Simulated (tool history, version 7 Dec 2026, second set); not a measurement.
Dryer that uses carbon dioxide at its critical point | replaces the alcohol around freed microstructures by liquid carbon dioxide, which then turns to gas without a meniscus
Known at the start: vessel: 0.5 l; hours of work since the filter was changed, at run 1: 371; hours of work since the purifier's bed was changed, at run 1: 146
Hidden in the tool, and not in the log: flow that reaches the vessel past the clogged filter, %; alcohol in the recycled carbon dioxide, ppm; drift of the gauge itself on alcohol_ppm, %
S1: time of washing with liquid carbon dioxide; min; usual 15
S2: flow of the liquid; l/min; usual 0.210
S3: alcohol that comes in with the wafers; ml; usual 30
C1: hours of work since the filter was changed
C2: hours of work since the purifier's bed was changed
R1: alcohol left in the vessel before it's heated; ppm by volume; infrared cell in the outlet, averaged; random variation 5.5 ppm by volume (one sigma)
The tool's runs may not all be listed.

run   hour  S1     S2   S3   C1   C2    R1
  1    0.0  15  0.210   30  371  146   403
  2    9.4  15  0.210   31  375  150   432
  3   15.6   9  0.210   30  378  152  2859
  4   25.1  15  0.210   48  381  156   622
  5   34.5  11  0.210   30  385  160  1478
  6   40.7  15  0.210   30  388  163   418
  7   47.3  15  0.210   30  390  165   418
  8   54.2  15  0.210   30  393  168   432
  9   60.2  15  0.210   30  396  171   423
 10   69.7  15  0.210   30  400  174   429
      76.5  -- inlet filter changed
 11   80.3  13  0.210   30    2  178   366
 12   88.0  13  0.210   30    5  181   372
 13   95.9  15  0.344   30    8  185    60
 14  105.5  15  0.344   30   12  189    66
 15  114.0  15  0.344   30   15  192    65
 16  118.7  15  0.344   78   17  194    62
 17  122.9  15  0.344   78   19  196    75
 18  128.3  10  0.210   30   21  198  1160
 19  135.9  15  0.210   38   24  201   262
 20  145.1  22  0.230   38   28  205    59
 21  151.9  22  0.230   38   31  207    65
 22  156.9  23  0.238   56   33  209    68
 23  162.0   9  0.325   33   35  212   337
 24  168.3   9  0.325   33   37  214   337
 25  176.2  22  0.228   30   41  217    67
 26  184.8  22  0.228   30   44  221    72
 27  191.2  22  0.188   30   47  223    89
 28  195.9  17  0.205   30   49  225   151
 29  205.5  17  0.205   30   53  229   160
 30  212.1  18  0.205   38   55  232   135
 31  217.1  19  0.205   38   57  234   115
 32  224.4  19  0.205   38   60  237   123
 33  230.6  19  0.205   38   63  239   124
 34  235.8  15  0.210   39   65  242   293
 35  244.8  15  0.297  108   68  245   127
 36  254.4  15  0.166   42   72  249   863
 37  260.7  15  0.166   21   75  252   474

Some steps in R1 between neighbouring runs. How much of each would the tool show without its hidden state too (settings, what came in, random variation), and how much is left for the hidden state, with any gauge scatter that isn't in both results?
Run 2 -> 3: S1 15 -> 9, S3 31 -> 30. R1 +2427 ppm by volume: hidden state +983, all else +1444.
Run 3 -> 4: S1 9 -> 15, S3 30 -> 48. R1 -2237 ppm by volume: hidden state -861, all else -1376.
Run 5 -> 6: S1 11 -> 15. R1 -1060 ppm by volume: hidden state -495, all else -565.
Run 17 -> 18: S1 15 -> 10, S2 0.344 -> 0.210, S3 78 -> 30. R1 +1085 ppm by volume: hidden state +39, all else +1046.
